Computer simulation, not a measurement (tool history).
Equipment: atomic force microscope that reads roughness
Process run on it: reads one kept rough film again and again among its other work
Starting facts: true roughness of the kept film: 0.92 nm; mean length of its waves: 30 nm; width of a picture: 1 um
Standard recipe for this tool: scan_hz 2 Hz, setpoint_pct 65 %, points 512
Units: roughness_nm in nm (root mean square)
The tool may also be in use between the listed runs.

run 1 hour=0 | scan_hz=2 setpoint_pct=65 points=512 | roughness_nm=0.827
run 2 hour=63.2 | scan_hz=2 setpoint_pct=65 points=512 | roughness_nm=0.824
run 3 hour=102.8 | scan_hz=2.16 setpoint_pct=65 points=512 | roughness_nm=0.814
run 4 hour=153.7 | scan_hz=2 setpoint_pct=69 points=512 | roughness_nm=0.797
run 5 hour=219.4 | scan_hz=2 setpoint_pct=69 points=512 | roughness_nm=0.793
-- hour=254.6 new tip fitted
run 6 hour=267.7 | scan_hz=2 setpoint_pct=69 points=512 | roughness_nm=0.805
run 7 hour=330.2 | scan_hz=2 setpoint_pct=65 points=512 | roughness_nm=0.821
run 8 hour=374.4 | scan_hz=0.83 setpoint_pct=65 points=512 | roughness_nm=0.863
run 9 hour=458.3 | scan_hz=0.83 setpoint_pct=65 points=512 | roughness_nm=0.856
run 10 hour=497.4 | scan_hz=0.83 setpoint_pct=65 points=512 | roughness_nm=0.853
-- hour=512.4 new tip fitted
run 11 hour=570.6 | scan_hz=0.83 setpoint_pct=65 points=512 | roughness_nm=0.867
run 12 hour=649.4 | scan_hz=0.83 setpoint_pct=65 points=512 | roughness_nm=0.862
run 13 hour=728.3 | scan_hz=2.7 setpoint_pct=77 points=854 | roughness_nm=0.713
-- hour=769.3 new tip fitted
run 14 hour=785.4 | scan_hz=1.42 setpoint_pct=62 points=512 | roughness_nm=0.855
run 15 hour=837.6 | scan_hz=2 setpoint_pct=65 points=837 | roughness_nm=0.822
run 16 hour=897.3 | scan_hz=2 setpoint_pct=65 points=837 | roughness_nm=0.819
run 17 hour=963.1 | scan_hz=2 setpoint_pct=75 points=967 | roughness_nm=0.765
run 18 hour=1004.3 | scan_hz=1.14 setpoint_pct=75 points=967 | roughness_nm=0.812
-- hour=1024.5 new tip fitted
run 19 hour=1081.4 | scan_hz=0.5 setpoint_pct=75 points=967 | roughness_nm=0.869
run 20 hour=1153.2 | scan_hz=0.5 setpoint_pct=75 points=967 | roughness_nm=0.866
run 21 hour=1237.7 | scan_hz=0.5 setpoint_pct=62 points=967 | roughness_nm=0.878
-- hour=1282.6 new tip fitted
run 22 hour=1320.9 | scan_hz=0.88 setpoint_pct=65 points=400 | roughness_nm=0.867
run 23 hour=1355.5 | scan_hz=0.88 setpoint_pct=65 points=400 | roughness_nm=0.866
run 24 hour=1428 | scan_hz=2.46 setpoint_pct=65 points=572 | roughness_nm=0.805

Alternative continuations, all from the tool just after run 24; predict every row:
run A hour=1477.8 | scan_hz=2.46 setpoint_pct=72 points=888 | roughness_nm=?
run B hour=1477.8 | scan_hz=0.63 setpoint_pct=65 points=572 | roughness_nm=?
run C hour=1477.8 | scan_hz=1.36 setpoint_pct=65 points=294 | roughness_nm=?
run D hour=1477.8 | scan_hz=2 setpoint_pct=70 points=613 | roughness_nm=?

run=A roughness_nm=0.763
run=B roughness_nm=0.871
run=C roughness_nm=0.832
run=D roughness_nm=0.795
Stripped of hidden state, with their random variation kept, the same runs would have yielded:
run=A roughness_nm=0.766
run=B roughness_nm=0.875
run=C roughness_nm=0.836
run=D roughness_nm=0.799

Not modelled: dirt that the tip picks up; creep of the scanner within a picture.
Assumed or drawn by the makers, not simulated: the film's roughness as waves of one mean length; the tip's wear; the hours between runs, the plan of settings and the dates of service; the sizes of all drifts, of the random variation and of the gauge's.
